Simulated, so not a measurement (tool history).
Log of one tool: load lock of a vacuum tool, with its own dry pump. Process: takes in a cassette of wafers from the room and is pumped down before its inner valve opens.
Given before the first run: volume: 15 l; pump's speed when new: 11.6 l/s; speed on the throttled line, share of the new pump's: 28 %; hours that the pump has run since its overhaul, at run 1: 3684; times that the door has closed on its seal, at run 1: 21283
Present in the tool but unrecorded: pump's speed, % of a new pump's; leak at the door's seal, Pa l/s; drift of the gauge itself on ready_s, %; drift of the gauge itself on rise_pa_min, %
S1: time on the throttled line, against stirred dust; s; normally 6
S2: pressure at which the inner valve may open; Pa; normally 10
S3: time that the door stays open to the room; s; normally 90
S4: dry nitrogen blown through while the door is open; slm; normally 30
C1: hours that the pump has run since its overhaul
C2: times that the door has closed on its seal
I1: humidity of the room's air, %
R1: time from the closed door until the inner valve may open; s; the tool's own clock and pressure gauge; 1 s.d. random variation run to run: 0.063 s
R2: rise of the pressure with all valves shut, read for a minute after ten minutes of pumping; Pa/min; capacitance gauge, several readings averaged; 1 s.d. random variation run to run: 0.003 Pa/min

Run 1, hour 0.0: usual settings; C1 3684; C2 21283; I1 43.4. Result: R1 16.59 s, R2 0.175 Pa/min.
Run 2, hour 71.8: usual settings; C1 3756; C2 21530; I1 46.5. Result: R1 16.69 s, R2 0.186 Pa/min.
Run 3, hour 151.3: usual settings but S4 10 slm; C1 3835; C2 21804; I1 44.9. Result: R1 16.61 s, R2 0.201 Pa/min.
Run 4, hour 214.1: usual settings but S4 19 slm; C1 3898; C2 22020; I1 42.5. Result: R1 16.55 s, R2 0.195 Pa/min.
Run 5, hour 281.6: usual settings but S2 12 Pa, S4 19 slm; C1 3966; C2 22252; I1 44.8. Result: R1 16.42 s, R2 0.202 Pa/min.
Run 6, hour 324.4: usual settings but S2 12 Pa, S4 19 slm; C1 4009; C2 22399; I1 44.4. Result: R1 16.32 s, R2 0.201 Pa/min.
Run 7, hour 411.2: usual settings but S2 12 Pa, S4 19 slm; C1 4095; C2 22698; I1 45.1. Result: R1 16.27 s, R2 0.200 Pa/min.
Run 8, hour 482.9: usual settings; C1 4167; C2 22945; I1 42.0. Result: R1 16.71 s, R2 0.199 Pa/min.
Run 9, hour 526.8: usual settings; C1 4211; C2 23096; I1 43.3. Result: R1 16.70 s, R2 0.194 Pa/min.
Run 10, hour 588.5: usual settings; C1 4273; C2 23308; I1 42.5. Result: R1 16.68 s, R2 0.198 Pa/min.
Run 11, hour 669.8: usual settings; C1 4354; C2 23588; I1 42.7. Result: R1 16.67 s, R2 0.208 Pa/min.
Run 12, hour 736.7: usual settings; C1 4421; C2 23818; I1 46.0. Result: R1 16.65 s, R2 0.203 Pa/min.
Run 13, hour 824.6: usual settings; C1 4509; C2 24120; I1 46.6. Result: R1 16.71 s, R2 0.208 Pa/min.
Run 14, hour 900.1: usual settings but S2 7 Pa; C1 4584; C2 24380; I1 46.5. Result: R1 17.31 s, R2 0.216 Pa/min.
Run 15, hour 955.5: usual settings but S2 7 Pa; C1 4640; C2 24571; I1 45.1. Result: R1 17.22 s, R2 0.211 Pa/min.
Run 16, hour 1022.1: usual settings but S1 7 s; C1 4706; C2 24800; I1 49.7. Result: R1 17.42 s, R2 0.216 Pa/min.
Run 17, hour 1116.2: usual settings but S1 7 s; C1 4800; C2 25123; I1 43.1. Result: R1 17.42 s, R2 0.218 Pa/min.
Run 18, hour 1204.6: usual settings but S1 7 s; C1 4889; C2 25428; I1 46.4. Result: R1 17.42 s, R2 0.221 Pa/min.
Run 19, hour 1286.3: usual settings but S3 162 s; C1 4970; C2 25709; I1 46.1. Result: R1 16.69 s, R2 0.233 Pa/min.
Run 20, hour 1365.1: usual settings but S2 8 Pa; C1 5049; C2 25980; I1 44.1. Result: R1 17.06 s, R2 0.226 Pa/min.
Run 21, hour 1414.0: usual settings but S2 14 Pa; C1 5098; C2 26148; I1 48.1. Result: R1 16.22 s, R2 0.237 Pa/min.
Run 22, hour 1509.3: usual settings but S2 14 Pa; C1 5193; C2 26476; I1 44.1. Result: R1 16.25 s, R2 0.238 Pa/min.
Run 23, hour 1563.9: usual settings but S2 14 Pa, S4 14 slm; C1 5248; C2 26664; I1 42.8. Result: R1 16.29 s, R2 0.242 Pa/min.
Run 24, hour 1630.5: usual settings but S2 17 Pa, S3 32 s, S4 44 slm; C1 5315; C2 26893; I1 46.1. Result: R1 15.86 s, R2 0.227 Pa/min.
Run 25, hour 1675.5: usual settings but S2 17 Pa, S3 32 s, S4 44 slm; C1 5360; C2 27048; I1 46.9. Result: R1 15.90 s, R2 0.229 Pa/min.
Run 26, hour 1727.2: usual settings but S3 130 s, S4 15 slm; C1 5411; C2 27226; I1 46.0. Result: R1 16.72 s, R2 0.268 Pa/min.
Run 27, hour 1777.7: usual settings but S2 17 Pa; C1 5462; C2 27400; I1 48.5. Result: R1 15.99 s, R2 0.252 Pa/min.
Run 28, hour 1840.3: usual settings but S2 11 Pa, S3 109 s; C1 5524; C2 27615; I1 45.4. Result: R1 16.53 s, R2 0.251 Pa/min.
Run 29, hour 1916.6: usual settings but S3 28 s, S4 45 slm; C1 5601; C2 27877; I1 44.8. Result: R1 16.63 s, R2 0.235 Pa/min.
Run 30, hour 1988.5: usual settings but S3 28 s, S4 45 slm; C1 5673; C2 28125; I1 44.9. Result: R1 16.74 s, R2 0.240 Pa/min.
Run 31, hour 2047.5: usual settings but S1 7 s, S2 8 Pa, S3 29 s, S4 19 slm; C1 5732; C2 28328; I1 47.1. Result: R1 17.84 s, R2 0.258 Pa/min.
Run 32, hour 2134.8: usual settings but S2 8 Pa, S4 7 slm; C1 5819; C2 28628; I1 46.7. Result: R1 16.97 s, R2 0.286 Pa/min.
Run 33, hour 2203.3: usual settings but S1 11 s, S2 8 Pa, S3 169 s, S4 7 slm; C1 5887; C2 28864; I1 48.8. Result: R1 20.61 s, R2 0.310 Pa/min.
Run 34, hour 2263.8: usual settings but S1 11 s, S2 8 Pa, S3 169 s, S4 7 slm; C1 5948; C2 29072; I1 44.1. Result: R1 20.67 s, R2 0.301 Pa/min.
Run 35, hour 2311.3: usual settings but S2 20 Pa, S3 26 s, S4 42 slm; C1 5995; C2 29235; I1 46.7. Result: R1 15.84 s, R2 0.252 Pa/min.
Run 36, hour 2396.6: usual settings but S3 28 s, S4 9 slm; C1 6081; C2 29529; I1 41.8. Result: R1 16.79 s, R2 0.272 Pa/min.

Hidden state or all else? Some run-to-run changes of R1, split into what the settings, what came in and random variation would give without the hidden state, and what is left for the hidden state (with any gauge scatter that isn't in both results):
Run 4 -> 5: S2 10 -> 12. R1 -0.13 s: hidden state -0.03, all else -0.10.
Run 7 -> 8: S2 12 -> 10, S4 19 -> 30. R1 +0.44 s: hidden state +0.04, all else +0.40.
Run 30 -> 31: S1 6 -> 7, S2 10 -> 8, S3 28 -> 29, S4 45 -> 19. R1 +1.10 s: hidden state +0.02, all else +1.08.
Run 32 -> 33: S1 6 -> 11, S3 90 -> 169. R1 +3.64 s: hidden state -0.02, all else +3.66.
Run 34 -> 35: S1 11 -> 6, S2 8 -> 20, S3 169 -> 26, S4 7 -> 42. R1 -4.83 s: hidden state -0.02, all else -4.81.
Run 35 -> 36: S2 20 -> 10, S3 26 -> 28, S4 42 -> 9. R1 +0.95 s: hidden state +0.07, all else +0.88.
